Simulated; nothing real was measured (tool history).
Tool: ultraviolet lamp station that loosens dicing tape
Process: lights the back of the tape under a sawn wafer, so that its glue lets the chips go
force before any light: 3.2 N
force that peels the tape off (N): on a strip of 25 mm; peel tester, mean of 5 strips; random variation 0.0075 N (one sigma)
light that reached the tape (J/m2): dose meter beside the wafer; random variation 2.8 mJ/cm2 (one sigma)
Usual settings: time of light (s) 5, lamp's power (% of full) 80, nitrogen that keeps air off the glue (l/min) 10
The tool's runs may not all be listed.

run,hour,time of light (s),lamp's power (% of full),nitrogen that keeps air off the glue (l/min),force that peels the tape off (N),light that reached the tape (J/m2)
1,0.0,5,80,10,0.357,3190
2,9.8,5,80,10,0.349,3200
3,18.0,5,80,12,0.353,3160
4,28.2,5,80,12,0.336,3120
5,40.4,5,80,10,0.348,3180
6,52.9,5,80,10,0.350,3110
7,65.0,5,80,10,0.369,3150
8,74.2,5,80,10,0.369,3140
# hour 75.9: window cleaned of glue's vapour
9,83.7,5,80,17,0.400,2630
10,89.9,5,80,17,0.404,2660
# hour 95.7: window cleaned of glue's vapour, once more
11,97.7,5,80,15,0.289,3640
12,104.5,5,80,15,0.282,3650
13,112.1,5,80,15,0.275,3660
14,122.8,3,73,9,0.698,1990
15,129.4,3,73,9,0.682,1970
16,141.7,6,81,4,0.346,4290
17,150.1,8,80,10,0.210,5690
18,161.1,3,74,10,0.680,1970
19,172.0,5,73,5,0.446,3190
20,183.6,3,64,10,0.847,1690
21,191.3,5,78,4,0.448,3390
22,201.9,4,80,10,0.430,2820
23,209.6,4,80,10,0.421,2790

3 ways to go on from here, each from the tool as it stands after run 23. What would each give?
A,218.7,6,80,11,?,?
B,218.7,4,80,4,?,?
C,218.7,2,68,6,?,?

run,force that peels the tape off (N),light that reached the tape (J/m2)
A,0.261,4070
B,0.570,2770
C,1.329,1220
Without the tool's hidden state the same runs would have given:
run,force that peels the tape off (N),light that reached the tape (J/m2)
A,0.235,4690
B,0.471,3180
C,1.177,1390
